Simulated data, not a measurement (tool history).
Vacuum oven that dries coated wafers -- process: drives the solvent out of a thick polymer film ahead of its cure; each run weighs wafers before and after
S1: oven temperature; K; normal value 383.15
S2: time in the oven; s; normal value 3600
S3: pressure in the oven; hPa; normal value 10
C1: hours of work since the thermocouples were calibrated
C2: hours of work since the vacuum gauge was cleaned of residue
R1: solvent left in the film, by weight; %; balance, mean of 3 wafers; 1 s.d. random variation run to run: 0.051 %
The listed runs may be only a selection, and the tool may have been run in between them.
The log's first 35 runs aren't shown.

Run 36, hour 579.4: usual settings but S1 378.15 K, S2 4380 s, S3 26.2 hPa; C1 546; C2 37. Result: R1 7.98 %.
Run 37, hour 601.1: usual settings but S1 369.15 K, S2 3420 s; C1 564; C2 54. Result: R1 7.45 %.
Run 38, hour 623.4: usual settings but S1 369.15 K, S2 3420 s; C1 581; C2 72. Result: R1 7.51 %.
Run 39, hour 635: usual settings but S1 387.15 K, S2 4200 s, S3 9.7 hPa; C1 590; C2 81. Result: R1 2.96 %.
Run 40, hour 647.2: usual settings but S1 387.15 K, S2 4200 s, S3 9.7 hPa; C1 600; C2 91. Result: R1 2.91 %.
Run 41, hour 668.4: usual settings but S1 379.15 K; C1 617; C2 107. Result: R1 5.13 %.
Run 42, hour 677.8: usual settings but S1 396.15 K, S3 21 hPa; C1 624; C2 115. Result: R1 3.52 %.
Run 43, hour 699.6: usual settings but S1 396.15 K, S3 21 hPa; C1 641; C2 132. Result: R1 3.44 %.
Run 44, hour 710.3: usual settings but S1 370.15 K, S2 2400 s, S3 7.7 hPa; C1 650; C2 140. Result: R1 7.84 %.
Run 45, hour 723.8: usual settings but S1 370.15 K, S2 2400 s, S3 7.7 hPa; C1 660; C2 151. Result: R1 7.92 %.
Run 46, hour 738: usual settings but S1 370.15 K, S2 2400 s, S3 7.7 hPa; C1 671; C2 162. Result: R1 7.87 %.
At hour 758.5: oven's thermocouples calibrated.
Run 47, hour 759.1: usual settings but S1 370.15 K, S2 2400 s, S3 7.7 hPa; C1 1; C2 177. Result: R1 7.63 %.

Each row is a separate what-if for the run after 47, all from the same tool condition, not one after another. Results?
Run A, hour 768.7: usual settings but S1 394.15 K, S2 3660 s, S3 17.8 hPa; C1 8; C2 185. Result: R1 ?.
Run B, hour 768.7: usual settings but S1 386.15 K, S2 2400 s, S3 13.3 hPa; C1 8; C2 185. Result: R1 ?.
Run C, hour 768.7: usual settings but S2 2520 s, S3 28.9 hPa; C1 8; C2 185. Result: R1 ?.
Run D, hour 768.7: usual settings but S1 390.15 K, S2 2400 s, S3 5.3 hPa; C1 8; C2 185. Result: R1 ?.

run    R1
  A  3.08
  B  4.95
  C  7.93
  D  3.12
What these runs would have given with no unlogged condition in the tool:
run    R1
  A  2.98
  B  4.81
  C  7.77
  D  3.01
